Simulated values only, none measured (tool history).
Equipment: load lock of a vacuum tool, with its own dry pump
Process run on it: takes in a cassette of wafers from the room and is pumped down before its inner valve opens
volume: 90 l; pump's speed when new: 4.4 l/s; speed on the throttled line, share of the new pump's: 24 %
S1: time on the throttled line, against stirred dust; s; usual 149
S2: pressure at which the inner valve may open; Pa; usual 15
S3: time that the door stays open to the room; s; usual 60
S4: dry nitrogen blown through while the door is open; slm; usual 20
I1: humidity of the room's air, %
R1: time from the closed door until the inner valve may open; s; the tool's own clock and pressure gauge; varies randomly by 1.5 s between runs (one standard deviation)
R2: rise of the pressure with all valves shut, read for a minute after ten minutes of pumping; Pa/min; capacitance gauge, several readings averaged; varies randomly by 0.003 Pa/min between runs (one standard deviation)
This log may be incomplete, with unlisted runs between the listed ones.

run	hour	S1	S2	S3	S4	I1	R1	R2
1	0.0	149	15	60	20	41.7	301.1	0.035
2	211.9	105	15	60	20	46.2	267.9	0.045
3	399.7	105	15	60	20	41.3	267.4	0.049
4	583.8	105	15	60	20	43.0	268.1	0.062
5	832.5	105	15	60	20	42.7	267.8	0.064
6	1029.9	105	15	60	20	45.8	265.5	0.073
7	1307.5	149	15	224	20	41.7	304.6	0.093
8	1425.2	149	15	60	22	44.9	300.3	0.087
9	1708.3	149	15	60	22	47.2	301.3	0.095
10	1841.3	149	15	60	22	49.7	302.2	0.101
11	1983.1	149	15	60	5	45.6	305.1	0.116
12	2243.9	149	15	60	5	44.5	304.9	0.122
13	2487.4	149	15	60	5	46.5	305.1	0.141
14	2619.3	149	15	60	5	45.0	305.0	0.145
15	2863.4	149	15	60	5	43.4	302.9	0.153
16	3137.7	221	15	60	17	43.7	355.7	0.163
17	3404.9	103	26	152	20	45.4	259.4	0.186
18	3652.6	103	26	152	20	44.8	259.3	0.201
19	3928.0	103	26	152	20	44.3	260.6	0.219
20	4214.5	103	26	152	20	45.2	257.7	0.241
21	4451.4	103	26	73	14	46.0	257.9	0.243
22	4590.0	103	26	73	8	44.2	260.3	0.265
23	4786.3	148	15	177	6	44.9	302.9	0.295
24	4990.0	149	15	60	12	42.5	308.1	0.289
25	5194.2	83	15	60	12	42.9	260.3	0.300
26	5431.9	83	19	60	40	42.8	252.9	0.306
27	5579.6	83	19	60	40	41.4	252.9	0.322
28	5773.7	83	19	60	40	43.1	251.0	0.333
29	5990.5	149	29	60	20	45.1	290.1	0.347
30	6204.5	293	29	60	32	42.8	396.3	0.359

5 ways to go on from here, each from the tool as it stands after run 30. What would each give?
A	6452.0	149	22	60	20	40.6	?	?
B	6452.0	178	15	151	32	45.7	?	?
C	6452.0	293	25	60	13	42.6	?	?
D	6452.0	224	25	190	20	46.9	?	?
E	6452.0	238	15	41	11	46.5	?	?

run	R1	R2
A	299.3	0.381
B	332.5	0.392
C	402.1	0.391
D	351.2	0.401
E	376.2	0.386
Take away the tool's hidden state, keep each run's random variation, and the runs would have read:
run	R1	R2
A	283.9	0.010
B	316.9	0.018
C	390.9	0.018
D	338.5	0.032
E	362.2	0.014
